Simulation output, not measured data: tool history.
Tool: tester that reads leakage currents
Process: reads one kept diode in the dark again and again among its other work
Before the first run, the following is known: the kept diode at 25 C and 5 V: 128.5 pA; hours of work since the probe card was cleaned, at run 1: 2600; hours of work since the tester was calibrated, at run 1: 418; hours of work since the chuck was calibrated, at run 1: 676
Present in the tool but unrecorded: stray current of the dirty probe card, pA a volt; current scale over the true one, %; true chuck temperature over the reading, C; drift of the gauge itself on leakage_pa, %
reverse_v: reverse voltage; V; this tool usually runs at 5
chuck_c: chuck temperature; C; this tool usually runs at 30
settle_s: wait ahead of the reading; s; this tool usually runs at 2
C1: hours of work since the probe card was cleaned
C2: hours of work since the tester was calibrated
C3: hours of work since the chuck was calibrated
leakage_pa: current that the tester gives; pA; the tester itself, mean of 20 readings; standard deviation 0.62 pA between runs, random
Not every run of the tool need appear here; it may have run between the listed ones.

{"run": 1, "hour": 0.0, "reverse_v": 5, "chuck_c": 30, "settle_s": 2, "C1": 2600, "C2": 418, "C3": 676, "leakage_pa": 255.43}
{"hour": 7.4, "done": "probe card cleaned and baked"}
{"run": 2, "hour": 54.4, "reverse_v": 5, "chuck_c": 30, "settle_s": 2, "C1": 25, "C2": 445, "C3": 703, "leakage_pa": 249.93}
{"run": 3, "hour": 95.7, "reverse_v": 5, "chuck_c": 30, "settle_s": 2, "C1": 46, "C2": 467, "C3": 725, "leakage_pa": 252.48}
{"hour": 124.0, "done": "chuck's temperature calibrated"}
{"run": 4, "hour": 125.2, "reverse_v": 5, "chuck_c": 30, "settle_s": 2, "C1": 61, "C2": 481, "C3": 1, "leakage_pa": 207.39}
{"run": 5, "hour": 162.5, "reverse_v": 5, "chuck_c": 30, "settle_s": 7.46, "C1": 81, "C2": 501, "C3": 20, "leakage_pa": 208.42}
{"run": 6, "hour": 205.1, "reverse_v": 5, "chuck_c": 30, "settle_s": 7.46, "C1": 103, "C2": 523, "C3": 43, "leakage_pa": 209.43}
{"run": 7, "hour": 256.7, "reverse_v": 5, "chuck_c": 30, "settle_s": 2, "C1": 130, "C2": 550, "C3": 70, "leakage_pa": 211.21}
{"run": 8, "hour": 284.9, "reverse_v": 5, "chuck_c": 59, "settle_s": 2, "C1": 145, "C2": 565, "C3": 85, "leakage_pa": 2460.83}
{"run": 9, "hour": 308.8, "reverse_v": 5, "chuck_c": 59, "settle_s": 2, "C1": 158, "C2": 578, "C3": 97, "leakage_pa": 2465.32}
{"run": 10, "hour": 354.6, "reverse_v": 5, "chuck_c": 30, "settle_s": 2, "C1": 182, "C2": 602, "C3": 121, "leakage_pa": 213.91}
{"run": 11, "hour": 403.4, "reverse_v": 5, "chuck_c": 30, "settle_s": 2, "C1": 207, "C2": 628, "C3": 147, "leakage_pa": 216.35}
{"run": 12, "hour": 433.0, "reverse_v": 5, "chuck_c": 30, "settle_s": 2, "C1": 223, "C2": 643, "C3": 163, "leakage_pa": 215.55}
{"run": 13, "hour": 472.0, "reverse_v": 5, "chuck_c": 30, "settle_s": 2, "C1": 244, "C2": 664, "C3": 183, "leakage_pa": 218.71}
{"run": 14, "hour": 524.0, "reverse_v": 5, "chuck_c": 30, "settle_s": 2, "C1": 271, "C2": 691, "C3": 211, "leakage_pa": 219.11}
{"run": 15, "hour": 572.2, "reverse_v": 5, "chuck_c": 30, "settle_s": 2, "C1": 296, "C2": 716, "C3": 236, "leakage_pa": 220.97}
{"run": 16, "hour": 608.1, "reverse_v": 2.54, "chuck_c": 30, "settle_s": 2, "C1": 315, "C2": 735, "C3": 255, "leakage_pa": 176.67}
{"run": 17, "hour": 659.9, "reverse_v": 5, "chuck_c": 30, "settle_s": 0.95, "C1": 342, "C2": 763, "C3": 282, "leakage_pa": 223.38}
{"run": 18, "hour": 691.1, "reverse_v": 5, "chuck_c": 37, "settle_s": 2, "C1": 359, "C2": 779, "C3": 299, "leakage_pa": 423.22}
{"run": 19, "hour": 733.3, "reverse_v": 5, "chuck_c": 30, "settle_s": 2, "C1": 381, "C2": 801, "C3": 321, "leakage_pa": 227.06}
{"run": 20, "hour": 773.4, "reverse_v": 5, "chuck_c": 30, "settle_s": 2, "C1": 402, "C2": 822, "C3": 342, "leakage_pa": 229.4}
{"run": 21, "hour": 809.5, "reverse_v": 1.01, "chuck_c": 30, "settle_s": 0.4, "C1": 421, "C2": 841, "C3": 361, "leakage_pa": 134.78}
{"run": 22, "hour": 845.3, "reverse_v": 2.57, "chuck_c": 57, "settle_s": 2.52, "C1": 440, "C2": 860, "C3": 380, "leakage_pa": 1807.45}
{"run": 23, "hour": 883.4, "reverse_v": 1.44, "chuck_c": 57, "settle_s": 1.7, "C1": 460, "C2": 880, "C3": 400, "leakage_pa": 1496.97}
{"run": 24, "hour": 919.4, "reverse_v": 1.44, "chuck_c": 57, "settle_s": 1.7, "C1": 479, "C2": 899, "C3": 419, "leakage_pa": 1504.16}
{"run": 25, "hour": 952.1, "reverse_v": 1.44, "chuck_c": 57, "settle_s": 1.7, "C1": 496, "C2": 916, "C3": 436, "leakage_pa": 1515.49}
{"run": 26, "hour": 991.9, "reverse_v": 1.08, "chuck_c": 30, "settle_s": 2, "C1": 517, "C2": 937, "C3": 457, "leakage_pa": 140.94}
{"run": 27, "hour": 1033.2, "reverse_v": 5, "chuck_c": 30, "settle_s": 2.69, "C1": 539, "C2": 959, "C3": 479, "leakage_pa": 235.43}
{"run": 28, "hour": 1084.9, "reverse_v": 1.67, "chuck_c": 30, "settle_s": 1.28, "C1": 566, "C2": 986, "C3": 506, "leakage_pa": 165.64}
{"run": 29, "hour": 1133.1, "reverse_v": 1.67, "chuck_c": 30, "settle_s": 1.28, "C1": 592, "C2": 1012, "C3": 531, "leakage_pa": 167.31}
{"run": 30, "hour": 1181.0, "reverse_v": 2.13, "chuck_c": 49, "settle_s": 2.87, "C1": 617, "C2": 1037, "C3": 556, "leakage_pa": 930.67}
{"run": 31, "hour": 1222.7, "reverse_v": 11.56, "chuck_c": 21, "settle_s": 0.71, "C1": 639, "C2": 1059, "C3": 578, "leakage_pa": 142.18}
{"run": 32, "hour": 1258.5, "reverse_v": 11.56, "chuck_c": 21, "settle_s": 0.71, "C1": 658, "C2": 1078, "C3": 597, "leakage_pa": 143.03}
{"run": 33, "hour": 1290.8, "reverse_v": 11.56, "chuck_c": 21, "settle_s": 0.71, "C1": 675, "C2": 1095, "C3": 614, "leakage_pa": 143.85}
{"run": 34, "hour": 1330.1, "reverse_v": 3.86, "chuck_c": 30, "settle_s": 2, "C1": 695, "C2": 1115, "C3": 635, "leakage_pa": 226.25}
{"run": 35, "hour": 1363.5, "reverse_v": 11.67, "chuck_c": 49, "settle_s": 0.97, "C1": 713, "C2": 1133, "C3": 652, "leakage_pa": 1685.42}
{"run": 36, "hour": 1413.2, "reverse_v": 6.8, "chuck_c": 35, "settle_s": 1.91, "C1": 739, "C2": 1159, "C3": 679, "leakage_pa": 433.09}
{"run": 37, "hour": 1458.9, "reverse_v": 6.8, "chuck_c": 59, "settle_s": 1.91, "C1": 763, "C2": 1183, "C3": 703, "leakage_pa": 3121.95}
{"run": 38, "hour": 1484.6, "reverse_v": 2.11, "chuck_c": 31, "settle_s": 1.52, "C1": 777, "C2": 1197, "C3": 716, "leakage_pa": 207.6}

Predict each of these 4 candidate next runs independently; none follows another, all start after run 38:
{"run": "A", "hour": 1505.8, "reverse_v": 5, "chuck_c": 24, "settle_s": 1.24, "C1": 788, "C2": 1208, "C3": 727, "leakage_pa": "?"}
{"run": "B", "hour": 1505.8, "reverse_v": 2.11, "chuck_c": 46, "settle_s": 3.51, "C1": 788, "C2": 1208, "C3": 727, "leakage_pa": "?"}
{"run": "C", "hour": 1505.8, "reverse_v": 1.68, "chuck_c": 50, "settle_s": 2, "C1": 788, "C2": 1208, "C3": 727, "leakage_pa": "?"}
{"run": "D", "hour": 1505.8, "reverse_v": 6.43, "chuck_c": 26, "settle_s": 9.42, "C1": 788, "C2": 1208, "C3": 727, "leakage_pa": "?"}

run=A leakage_pa=146.03
run=B leakage_pa=759
run=C leakage_pa=970.7
run=D leakage_pa=191.72
Stripped of hidden state, with their random variation kept, the same runs would have yielded:
run=A leakage_pa=117.2
run=B leakage_pa=635.56
run=C leakage_pa=816.75
run=D leakage_pa=154.24

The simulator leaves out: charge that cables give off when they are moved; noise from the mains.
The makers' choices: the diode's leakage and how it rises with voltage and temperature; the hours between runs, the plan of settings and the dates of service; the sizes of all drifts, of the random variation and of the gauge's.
